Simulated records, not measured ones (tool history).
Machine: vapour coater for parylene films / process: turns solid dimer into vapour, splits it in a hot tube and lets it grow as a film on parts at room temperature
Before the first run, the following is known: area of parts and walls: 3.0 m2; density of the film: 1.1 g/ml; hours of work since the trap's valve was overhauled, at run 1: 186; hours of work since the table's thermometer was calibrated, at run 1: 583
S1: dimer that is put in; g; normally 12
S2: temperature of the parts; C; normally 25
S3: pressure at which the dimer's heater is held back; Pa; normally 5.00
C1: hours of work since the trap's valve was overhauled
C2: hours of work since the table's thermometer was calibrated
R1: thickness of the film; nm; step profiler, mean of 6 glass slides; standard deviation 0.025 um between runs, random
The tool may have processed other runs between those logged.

run 1 hour=0.0 | S1=12 S2=25 S3=5.00 | C1=186 C2=583 | R1=1890
run 2 hour=73.8 | S1=12 S2=35 S3=5.00 | C1=252 C2=649 | R1=1480
run 3 hour=127.4 | S1=12 S2=25 S3=2.36 | C1=300 C2=696 | R1=2030
run 4 hour=185.9 | S1=12 S2=25 S3=2.36 | C1=352 C2=749 | R1=2030
run 5 hour=258.2 | S1=12 S2=25 S3=2.36 | C1=417 C2=813 | R1=2050
run 6 hour=297.6 | S1=12 S2=25 S3=2.13 | C1=452 C2=848 | R1=2050
-- hour=302.4 table's thermometer calibrated
-- hour=374.4 trap's valve overhauled
run 7 hour=381.7 | S1=6 S2=27 S3=2.19 | C1=7 C2=67 | R1=1050
run 8 hour=445.7 | S1=6 S2=36 S3=5.00 | C1=64 C2=124 | R1=720

Forecast run 9:
run 9 hour=509.0 | S1=8 S2=19 S3=6.07 | C1=120 C2=181 | R1=?

{"run 9": {"R1": 1350}}
Were there no unlogged condition in the tool, this run, its random variation unchanged, would have produced R1 1400 nm.
